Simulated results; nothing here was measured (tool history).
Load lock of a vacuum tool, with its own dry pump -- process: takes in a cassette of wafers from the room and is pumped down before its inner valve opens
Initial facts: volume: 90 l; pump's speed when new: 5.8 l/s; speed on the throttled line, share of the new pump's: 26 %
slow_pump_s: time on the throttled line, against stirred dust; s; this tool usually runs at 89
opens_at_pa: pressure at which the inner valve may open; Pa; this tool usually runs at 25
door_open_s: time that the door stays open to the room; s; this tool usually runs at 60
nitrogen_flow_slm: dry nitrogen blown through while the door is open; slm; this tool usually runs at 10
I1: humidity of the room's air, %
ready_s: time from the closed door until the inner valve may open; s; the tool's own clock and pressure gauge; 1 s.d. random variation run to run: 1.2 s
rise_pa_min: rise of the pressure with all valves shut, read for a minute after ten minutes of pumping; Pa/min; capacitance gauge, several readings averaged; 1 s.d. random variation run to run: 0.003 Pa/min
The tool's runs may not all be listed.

Run 1, hour 0.0: usual settings; I1 44.7. Result: ready_s 202.0 s, rise_pa_min 0.151 Pa/min.
Run 2, hour 214.9: usual settings; I1 48.0. Result: ready_s 203.4 s, rise_pa_min 0.155 Pa/min.
Run 3, hour 391.2: usual settings; I1 44.4. Result: ready_s 204.6 s, rise_pa_min 0.177 Pa/min.
Run 4, hour 541.1: usual settings; I1 45.8. Result: ready_s 206.7 s, rise_pa_min 0.178 Pa/min.
Run 5, hour 695.7: usual settings; I1 47.9. Result: ready_s 202.0 s, rise_pa_min 0.188 Pa/min.
Run 6, hour 825.2: usual settings but opens_at_pa 28 Pa; I1 45.6. Result: ready_s 204.9 s, rise_pa_min 0.198 Pa/min.
Run 7, hour 986.6: usual settings but nitrogen_flow_slm 17 slm; I1 45.8. Result: ready_s 204.7 s, rise_pa_min 0.198 Pa/min.
Run 8, hour 1142.9: usual settings but nitrogen_flow_slm 17 slm; I1 46.0. Result: ready_s 206.8 s, rise_pa_min 0.214 Pa/min.
Run 9, hour 1344.8: usual settings but slow_pump_s 163 s; I1 47.3. Result: ready_s 258.0 s, rise_pa_min 0.228 Pa/min.
Run 10, hour 1515.1: usual settings; I1 44.0. Result: ready_s 206.2 s, rise_pa_min 0.235 Pa/min.
Run 11, hour 1741.2: usual settings; I1 43.4. Result: ready_s 205.3 s, rise_pa_min 0.252 Pa/min.
Run 12, hour 1939.5: usual settings; I1 46.7. Result: ready_s 206.9 s, rise_pa_min 0.262 Pa/min.
Run 13, hour 2118.5: usual settings but door_open_s 51 s; I1 46.5. Result: ready_s 207.5 s, rise_pa_min 0.274 Pa/min.
Run 14, hour 2293.7: usual settings but opens_at_pa 36 Pa; I1 45.6. Result: ready_s 201.8 s, rise_pa_min 0.291 Pa/min.
Run 15, hour 2463.3: usual settings but slow_pump_s 102 s, opens_at_pa 40 Pa, door_open_s 42 s, nitrogen_flow_slm 25 slm; I1 44.7. Result: ready_s 209.5 s, rise_pa_min 0.288 Pa/min.
Run 16, hour 2665.1: usual settings but slow_pump_s 102 s, opens_at_pa 40 Pa, door_open_s 42 s, nitrogen_flow_slm 25 slm; I1 45.8. Result: ready_s 211.3 s, rise_pa_min 0.299 Pa/min.
Run 17, hour 2844.6: usual settings but slow_pump_s 102 s, opens_at_pa 48 Pa, door_open_s 100 s, nitrogen_flow_slm 19 slm; I1 47.4. Result: ready_s 207.8 s, rise_pa_min 0.326 Pa/min.
Run 18, hour 3016.2: usual settings but slow_pump_s 139 s, opens_at_pa 32 Pa, door_open_s 58 s, nitrogen_flow_slm 11 slm; I1 45.2. Result: ready_s 243.6 s, rise_pa_min 0.341 Pa/min.
Run 19, hour 3203.6: usual settings but slow_pump_s 139 s, opens_at_pa 32 Pa, door_open_s 58 s, nitrogen_flow_slm 11 slm; I1 45.8. Result: ready_s 243.5 s, rise_pa_min 0.343 Pa/min.
Run 20, hour 3421.9: usual settings but slow_pump_s 68 s, door_open_s 38 s; I1 45.5. Result: ready_s 195.6 s, rise_pa_min 0.358 Pa/min.
Run 21, hour 3569.5: usual settings but slow_pump_s 141 s, opens_at_pa 48 Pa, door_open_s 38 s; I1 43.4. Result: ready_s 235.5 s, rise_pa_min 0.358 Pa/min.
Run 22, hour 3721.3: usual settings but slow_pump_s 106 s, opens_at_pa 37 Pa, door_open_s 29 s, nitrogen_flow_slm 5 slm; I1 44.7. Result: ready_s 213.1 s, rise_pa_min 0.381 Pa/min.
Run 23, hour 3899.3: usual settings but slow_pump_s 106 s, opens_at_pa 37 Pa, door_open_s 29 s, nitrogen_flow_slm 5 slm; I1 45.5. Result: ready_s 215.6 s, rise_pa_min 0.409 Pa/min.
Run 24, hour 4022.1: usual settings but slow_pump_s 106 s, opens_at_pa 37 Pa, door_open_s 29 s, nitrogen_flow_slm 5 slm; I1 46.9. Result: ready_s 215.7 s, rise_pa_min 0.411 Pa/min.
Run 25, hour 4238.1: usual settings but slow_pump_s 125 s, opens_at_pa 24 Pa, door_open_s 139 s, nitrogen_flow_slm 16 slm; I1 47.8. Result: ready_s 236.2 s, rise_pa_min 0.425 Pa/min.
Run 26, hour 4349.1: usual settings but slow_pump_s 125 s, opens_at_pa 24 Pa, door_open_s 139 s, nitrogen_flow_slm 16 slm; I1 41.5. Result: ready_s 238.4 s, rise_pa_min 0.436 Pa/min.
Run 27, hour 4535.3: usual settings but slow_pump_s 125 s, opens_at_pa 24 Pa, door_open_s 139 s, nitrogen_flow_slm 16 slm; I1 47.1. Result: ready_s 236.9 s, rise_pa_min 0.452 Pa/min.

Subtracting, for every run, the result it would have given without the tool's unlogged condition from the measured result gives the following. The same run-to-run variation enters both numbers; the gauge's scatter may not:
The tool's hidden condition here consists of: pump's speed, % of a new pump's; leak at the door's seal, Pa l/s; drift of the gauge itself on ready_s, %; drift of the gauge itself on rise_pa_min, %.
run  ready_s  rise_pa_min
  1     +9.5       +0.128
  2     +9.9       +0.137
  3    +10.2       +0.150
  4    +10.5       +0.153
  5    +10.5       +0.165
  6    +10.8       +0.171
  7    +11.1       +0.181
  8    +11.4       +0.190
  9     +9.9       +0.201
 10    +12.0       +0.210
 11    +12.3       +0.226
 12    +12.7       +0.239
 13    +13.0       +0.249
 14    +12.7       +0.266
 15    +12.3       +0.274
 16    +12.7       +0.289
 17    +12.6       +0.299
 18    +12.5       +0.317
 19    +12.7       +0.327
 20    +16.1       +0.338
 21    +12.1       +0.340
 22    +14.1       +0.358
 23    +14.6       +0.381
 24    +14.8       +0.387
 25    +15.3       +0.401
 26    +15.7       +0.411
 27    +15.9       +0.429
